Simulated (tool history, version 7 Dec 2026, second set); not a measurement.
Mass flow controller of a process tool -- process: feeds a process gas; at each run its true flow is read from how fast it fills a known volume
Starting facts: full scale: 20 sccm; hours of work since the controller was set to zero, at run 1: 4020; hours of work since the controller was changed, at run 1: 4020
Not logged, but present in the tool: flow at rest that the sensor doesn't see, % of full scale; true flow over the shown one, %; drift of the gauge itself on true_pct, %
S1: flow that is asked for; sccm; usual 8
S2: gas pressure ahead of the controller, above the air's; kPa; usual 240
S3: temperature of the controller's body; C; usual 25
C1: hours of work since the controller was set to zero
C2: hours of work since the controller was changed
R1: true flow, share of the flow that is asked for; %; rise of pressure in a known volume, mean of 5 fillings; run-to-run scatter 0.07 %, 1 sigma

run 1 hour=0.0 | S1=8 S2=240 S3=25 | C1=4020 C2=4020 | R1=99.71
run 2 hour=225.4 | S1=8 S2=240 S3=25 | C1=4175 C2=4175 | R1=99.91
run 3 hour=495.4 | S1=8 S2=240 S3=25 | C1=4359 C2=4359 | R1=99.87
run 4 hour=718.6 | S1=8 S2=240 S3=25 | C1=4512 C2=4512 | R1=100.04
run 5 hour=1039.1 | S1=15 S2=240 S3=25 | C1=4731 C2=4731 | R1=101.00
run 6 hour=1377.4 | S1=15 S2=240 S3=25 | C1=4963 C2=4963 | R1=101.03
run 7 hour=1653.0 | S1=8 S2=240 S3=25 | C1=5151 C2=5151 | R1=100.26
run 8 hour=1942.9 | S1=2 S2=240 S3=25 | C1=5349 C2=5349 | R1=101.36
run 9 hour=2137.4 | S1=8 S2=240 S3=36 | C1=5482 C2=5482 | R1=101.50
run 10 hour=2408.0 | S1=8 S2=240 S3=36 | C1=5667 C2=5667 | R1=101.66
run 11 hour=2708.8 | S1=8 S2=240 S3=38 | C1=5873 C2=5873 | R1=101.75
run 12 hour=3076.1 | S1=8 S2=240 S3=38 | C1=6124 C2=6124 | R1=101.90
run 13 hour=3430.9 | S1=8 S2=240 S3=38 | C1=6367 C2=6367 | R1=102.06
run 14 hour=3760.3 | S1=14 S2=240 S3=29 | C1=6592 C2=6592 | R1=101.97
run 15 hour=4078.6 | S1=9 S2=240 S3=30 | C1=6810 C2=6810 | R1=101.52
-- hour=4111.2 controller's zero set anew
run 16 hour=4382.5 | S1=9 S2=240 S3=30 | C1=186 C2=7018 | R1=101.85
run 17 hour=4773.4 | S1=9 S2=240 S3=30 | C1=453 C2=7285 | R1=101.97
run 18 hour=5021.3 | S1=2 S2=226 S3=25 | C1=623 C2=7455 | R1=103.93
run 19 hour=5232.3 | S1=2 S2=226 S3=25 | C1=767 C2=7599 | R1=104.03
-- hour=5534.5 controller's zero set anew, once more
run 20 hour=5583.0 | S1=4 S2=202 S3=21 | C1=33 C2=7838 | R1=99.13
run 21 hour=5797.3 | S1=4 S2=202 S3=21 | C1=180 C2=7985 | R1=99.22
run 22 hour=6074.3 | S1=4 S2=202 S3=21 | C1=369 C2=8175 | R1=99.43
run 23 hour=6363.8 | S1=4 S2=202 S3=21 | C1=567 C2=8372 | R1=99.34
run 24 hour=6671.9 | S1=8 S2=185 S3=31 | C1=778 C2=8583 | R1=100.88
run 25 hour=6838.9 | S1=8 S2=185 S3=31 | C1=892 C2=8697 | R1=100.97

Branching from run 25: 4 alternative next runs. What would each branch give?
run A hour=7108.5 | S1=8 S2=225 S3=36 | C1=1077 C2=8882 | R1=?
run B hour=7108.5 | S1=3 S2=140 S3=31 | C1=1077 C2=8882 | R1=?
run C hour=7108.5 | S1=3 S2=262 S3=37 | C1=1077 C2=8882 | R1=?
run D hour=7108.5 | S1=14 S2=186 S3=32 | C1=1077 C2=8882 | R1=?

run=A R1=101.89
run=B R1=100.24
run=C R1=101.60
run=D R1=102.13
The same runs, with their run-to-run variation unchanged, on a tool lacking any hidden condition would have given:
run=A R1=99.33
run=B R1=97.41
run=C R1=98.77
run=D R1=99.63
